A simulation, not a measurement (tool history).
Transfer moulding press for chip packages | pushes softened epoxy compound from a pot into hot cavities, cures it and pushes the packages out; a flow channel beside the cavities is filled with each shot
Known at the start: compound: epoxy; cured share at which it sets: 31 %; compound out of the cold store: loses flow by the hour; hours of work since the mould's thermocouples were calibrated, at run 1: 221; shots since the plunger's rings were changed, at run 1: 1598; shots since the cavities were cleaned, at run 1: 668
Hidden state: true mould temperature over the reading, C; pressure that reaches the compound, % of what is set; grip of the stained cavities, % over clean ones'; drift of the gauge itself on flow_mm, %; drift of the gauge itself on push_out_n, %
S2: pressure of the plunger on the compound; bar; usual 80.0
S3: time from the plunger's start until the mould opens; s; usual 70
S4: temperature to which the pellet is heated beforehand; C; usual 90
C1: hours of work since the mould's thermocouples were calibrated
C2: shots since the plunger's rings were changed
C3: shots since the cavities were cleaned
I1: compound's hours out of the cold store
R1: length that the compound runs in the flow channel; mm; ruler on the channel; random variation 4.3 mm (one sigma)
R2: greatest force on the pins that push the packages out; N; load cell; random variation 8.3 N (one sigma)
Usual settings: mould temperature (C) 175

Run 1, hour 0.0: usual settings; C1 221; C2 1598; C3 668; I1 15.6. Result: R1 594 mm, R2 557 N.
At hour 7.8: cavities cleaned with cleaning compound and waxed.
Run 2, hour 16.4: usual settings; C1 229; C2 1791; C3 111; I1 35.3. Result: R1 570 mm, R2 420 N.
Run 3, hour 22.6: usual settings but S3 82 s; C1 233; C2 1873; C3 193; I1 26.1. Result: R1 577 mm, R2 352 N.
Run 4, hour 37.0: usual settings; C1 241; C2 2060; C3 380; I1 18.5. Result: R1 585 mm, R2 504 N.
Run 5, hour 46.1: usual settings; C1 246; C2 2178; C3 498; I1 22.0. Result: R1 581 mm, R2 536 N.
Run 6, hour 59.6: usual settings; C1 254; C2 2354; C3 674; I1 27.1. Result: R1 571 mm, R2 580 N.
At hour 67.0: cavities cleaned with cleaning compound and waxed.
Run 7, hour 68.4: usual settings but S2 83.2 bar; C1 258; C2 2449; C3 18; I1 16.3. Result: R1 588 mm, R2 392 N.
Run 8, hour 76.6: usual settings but S2 83.2 bar; C1 263; C2 2555; C3 124; I1 22.8. Result: R1 593 mm, R2 445 N.
Run 9, hour 89.3: usual settings but S2 83.2 bar; C1 270; C2 2720; C3 289; I1 13.5. Result: R1 598 mm, R2 486 N.
Run 10, hour 100.5: usual settings; C1 277; C2 2866; C3 435; I1 32.3. Result: R1 557 mm, R2 511 N.
At hour 114.8: plunger's sealing rings changed.
Run 11, hour 115.5: usual settings; C1 284; C2 9; C3 598; I1 31.8. Result: R1 584 mm, R2 543 N.
At hour 128.6: cavities cleaned with cleaning compound and waxed.
Run 12, hour 131.5: usual settings; C1 292; C2 198; C3 37; I1 9.2. Result: R1 612 mm, R2 415 N.
Run 13, hour 143.8: usual settings; C1 299; C2 358; C3 197; I1 22.5. Result: R1 589 mm, R2 456 N.
Run 14, hour 155.6: usual settings but S3 73 s; C1 306; C2 512; C3 351; I1 18.0. Result: R1 597 mm, R2 462 N.
Run 15, hour 162.5: usual settings but S3 73 s; C1 310; C2 602; C3 441; I1 31.8. Result: R1 581 mm, R2 468 N.
Run 16, hour 169.8: usual settings but S3 53 s, S4 87 C; C1 314; C2 697; C3 536; I1 43.5. Result: R1 556 mm, R2 1123 N.
Run 17, hour 176.7: usual settings but S2 97.3 bar, S3 58 s, S4 87 C; C1 318; C2 786; C3 625; I1 47.8. Result: R1 608 mm, R2 895 N.
Run 18, hour 184.9: usual settings but S2 62.9 bar, S3 58 s, S4 99 C; C1 323; C2 893; C3 732; I1 27.1. Result: R1 516 mm, R2 888 N.
At hour 188.1: cavities cleaned with cleaning compound and waxed.
Run 19, hour 193.2: usual settings but S2 95.5 bar, S3 58 s, S4 93 C; C1 326; C2 981; C3 66; I1 39.6. Result: R1 614 mm, R2 654 N.
Run 20, hour 207.9: usual settings but S2 64.1 bar, S3 55 s; C1 335; C2 1173; C3 258; I1 17.2. Result: R1 521 mm, R2 922 N.
Run 21, hour 222.9: usual settings but S2 64.1 bar, S3 55 s; C1 343; C2 1368; C3 453; I1 26.8. Result: R1 517 mm, R2 1015 N.
Run 22, hour 233.7: usual settings but S2 69.0 bar, S3 67 s; C1 350; C2 1509; C3 594; I1 14.1. Result: R1 547 mm, R2 602 N.
Run 23, hour 242.5: usual settings but S2 80.3 bar, S4 99 C; C1 355; C2 1623; C3 708; I1 31.2. Result: R1 568 mm, R2 533 N.
At hour 247.6: cavities cleaned with cleaning compound and waxed.
Run 24, hour 259.4: usual settings but mould temperature (C) 170; C1 363; C2 1824; C3 154; I1 18.4. Result: R1 596 mm, R2 622 N.
Run 25, hour 269.1: usual settings but mould temperature (C) 170; C1 369; C2 1950; C3 280; I1 43.2. Result: R1 560 mm, R2 621 N.
Run 26, hour 283.7: usual settings but mould temperature (C) 176, S4 88 C; C1 377; C2 2139; C3 469; I1 12.9. Result: R1 588 mm, R2 495 N.
Run 27, hour 291.9: usual settings but S3 72 s; C1 382; C2 2247; C3 577; I1 42.0. Result: R1 551 mm, R2 501 N.
Run 28, hour 298.7: usual settings but S3 72 s; C1 386; C2 2335; C3 665; I1 18.4. Result: R1 588 mm, R2 534 N.
At hour 306.6: cavities cleaned with cleaning compound and waxed.
Run 29, hour 307.5: usual settings but S3 72 s; C1 390; C2 2430; C3 11; I1 47.7. Result: R1 549 mm, R2 347 N.

The same runs without the tool's hidden state, with the same run-to-run variation:
run   R1   R2
  1  606  366
  2  583  362
  3  592  291
  4  601  368
  5  597  371
  6  589  382
  7  608  362
  8  613  377
  9  620  371
 10  579  366
 11  584  364
 12  612  375
 13  592  366
 14  600  342
 15  585  332
 16  561  764
 17  614  583
 18  521  563
 19  621  569
 20  528  709
 21  526  708
 22  558  396
 23  579  343
 24  610  512
 25  574  472
 26  604  350
 27  567  340
 28  606  349
 29  567  326
